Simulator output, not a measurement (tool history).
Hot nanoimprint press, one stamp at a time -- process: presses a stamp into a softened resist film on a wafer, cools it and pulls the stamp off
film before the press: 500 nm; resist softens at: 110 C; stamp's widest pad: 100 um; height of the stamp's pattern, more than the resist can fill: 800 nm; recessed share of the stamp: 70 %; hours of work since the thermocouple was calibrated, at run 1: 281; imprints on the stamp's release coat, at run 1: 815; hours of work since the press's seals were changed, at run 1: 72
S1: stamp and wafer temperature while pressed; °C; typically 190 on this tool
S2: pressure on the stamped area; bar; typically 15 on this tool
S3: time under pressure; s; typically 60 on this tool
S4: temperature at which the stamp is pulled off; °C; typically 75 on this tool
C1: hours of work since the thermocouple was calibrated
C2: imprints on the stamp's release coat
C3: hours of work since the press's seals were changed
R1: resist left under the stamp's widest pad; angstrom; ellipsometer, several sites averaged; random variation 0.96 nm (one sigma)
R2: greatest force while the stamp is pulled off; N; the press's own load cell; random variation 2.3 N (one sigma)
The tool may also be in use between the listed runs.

run	hour	S1	S2	S3	S4	C1	C2	C3	R1	R2
1	0	190	15	60	75	281	815	72	2366	136
2	13.5	190	15	60	75	288	850	79	2379	139
3	26.9	190	15	60	75	295	885	85	2392	145
4	46.7	190	15	60	75	304	937	95	2370	146
# hour 65.5: stamp cleaned and given a new release coat
5	70.5	200	15	60	75	313	13	103	1449	107
6	81.9	190	15	60	75	318	43	109	2365	107
7	93.1	190	15	60	75	324	72	114	2370	105
8	112.8	190	15	60	75	333	123	124	2365	108
9	126.4	190	17.4	60	77	340	159	131	2219	109
10	135.9	190	9.8	102	75	344	184	135	2306	106
11	144.1	197	19.3	40	63	348	205	139	1759	138
12	162.4	188	19.3	40	73	357	253	148	2727	119
13	174.3	188	19.3	40	73	363	284	154	2731	118
14	183.8	190	14.9	44	83	368	309	158	2637	101
15	195.9	183	14.9	44	83	373	341	164	3539	101

Each row is a separate what-if for the run after 15, all from the same tool condition, not one after another. Results?
A	207.6	183	11.9	59	83	379	372	170	?	?
B	207.6	190	16.4	60	75	379	372	170	?	?
C	207.6	190	18	44	83	379	372	170	?	?

run	R1	R2
A	3488	98
B	2277	118
C	2447	103
Without the tool's unlogged condition, the same runs would have read:
run	R1	R2
A	3585	88
B	2365	105
C	2537	93

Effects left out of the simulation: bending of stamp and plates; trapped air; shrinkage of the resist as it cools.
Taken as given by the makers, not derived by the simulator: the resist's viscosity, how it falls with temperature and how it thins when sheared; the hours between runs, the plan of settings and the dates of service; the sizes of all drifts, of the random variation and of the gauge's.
